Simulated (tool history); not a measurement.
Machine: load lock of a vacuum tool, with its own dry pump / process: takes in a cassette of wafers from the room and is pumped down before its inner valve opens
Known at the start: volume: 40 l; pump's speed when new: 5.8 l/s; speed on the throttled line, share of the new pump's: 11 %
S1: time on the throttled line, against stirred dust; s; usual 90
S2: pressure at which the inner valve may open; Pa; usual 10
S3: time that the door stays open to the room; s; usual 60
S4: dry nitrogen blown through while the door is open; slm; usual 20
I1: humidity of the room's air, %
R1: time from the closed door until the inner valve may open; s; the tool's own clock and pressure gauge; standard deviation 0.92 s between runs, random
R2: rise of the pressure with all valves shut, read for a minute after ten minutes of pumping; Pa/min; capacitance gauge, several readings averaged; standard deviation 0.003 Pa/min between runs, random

run 1 hour=0 | S1=90 S2=10 S3=60 S4=20 | I1=50.6 | R1=159.2 R2=0.065
run 2 hour=618.1 | S1=90 S2=10 S3=60 S4=20 | I1=48.9 | R1=161.4 R2=0.073
run 3 hour=929.7 | S1=90 S2=10 S3=60 S4=20 | I1=46.6 | R1=159.5 R2=0.071
run 4 hour=1494.6 | S1=90 S2=10 S3=60 S4=20 | I1=46.2 | R1=161.1 R2=0.071
run 5 hour=2002.6 | S1=90 S2=10 S3=60 S4=13 | I1=44.7 | R1=162.5 R2=0.083
run 6 hour=2305.6 | S1=90 S2=10 S3=76 S4=20 | I1=47.4 | R1=163.2 R2=0.092
run 7 hour=2788.9 | S1=68 S2=10 S3=60 S4=20 | I1=43.7 | R1=143.9 R2=0.086
run 8 hour=3328.2 | S1=148 S2=10 S3=60 S4=20 | I1=48.5 | R1=212.9 R2=0.095
run 9 hour=3639.9 | S1=90 S2=10 S3=60 S4=20 | I1=42.7 | R1=164.7 R2=0.09
run 10 hour=3988.1 | S1=90 S2=17 S3=60 S4=20 | I1=41.3 | R1=160.4 R2=0.093
run 11 hour=4329.5 | S1=90 S2=17 S3=60 S4=20 | I1=47.1 | R1=157.6 R2=0.106
run 12 hour=4692.4 | S1=66 S2=13 S3=60 S4=13 | I1=46.2 | R1=141.7 R2=0.11
run 13 hour=5256.3 | S1=100 S2=10 S3=157 S4=8 | I1=44.7 | R1=174.1 R2=0.154
run 14 hour=5616.9 | S1=65 S2=9 S3=60 S4=6 | I1=44.4 | R1=146.8 R2=0.128
run 15 hour=5997.5 | S1=65 S2=9 S3=60 S4=6 | I1=43.4 | R1=147.3 R2=0.135
-- hour=6109.3 dry pump taken out, an overhauled one fitted
run 16 hour=6294.3 | S1=90 S2=10 S3=124 S4=11 | I1=45.4 | R1=144.1 R2=0.152
run 17 hour=6589.4 | S1=90 S2=10 S3=124 S4=11 | I1=44.3 | R1=143.4 R2=0.149
run 18 hour=6914.9 | S1=90 S2=11 S3=60 S4=20 | I1=44.8 | R1=143.4 R2=0.122
run 19 hour=7203 | S1=77 S2=11 S3=60 S4=20 | I1=45.5 | R1=132.6 R2=0.131

Below, some changes in R1 between adjacent runs. For each, the amount present without the hidden state too (settings, incoming material, random variation) and the amount remaining for the hidden state with gauge scatter not shared by both compared results:
Unlogged tool condition in this case: pump's speed, % of a new pump's; leak at the door's seal, Pa l/s; drift of the gauge itself on ready_s, %; drift of the gauge itself on rise_pa_min, %.
Run 7 -> 8: S1 68 -> 148. R1 +69 s: hidden state -2.7, all else +71.7.
Run 15 -> 16: S1 65 -> 90, S2 9 -> 10, S3 60 -> 124, S4 6 -> 11, dry pump taken out, an overhauled one fitted. R1 -3.2 s: hidden state -24.2, all else +21.

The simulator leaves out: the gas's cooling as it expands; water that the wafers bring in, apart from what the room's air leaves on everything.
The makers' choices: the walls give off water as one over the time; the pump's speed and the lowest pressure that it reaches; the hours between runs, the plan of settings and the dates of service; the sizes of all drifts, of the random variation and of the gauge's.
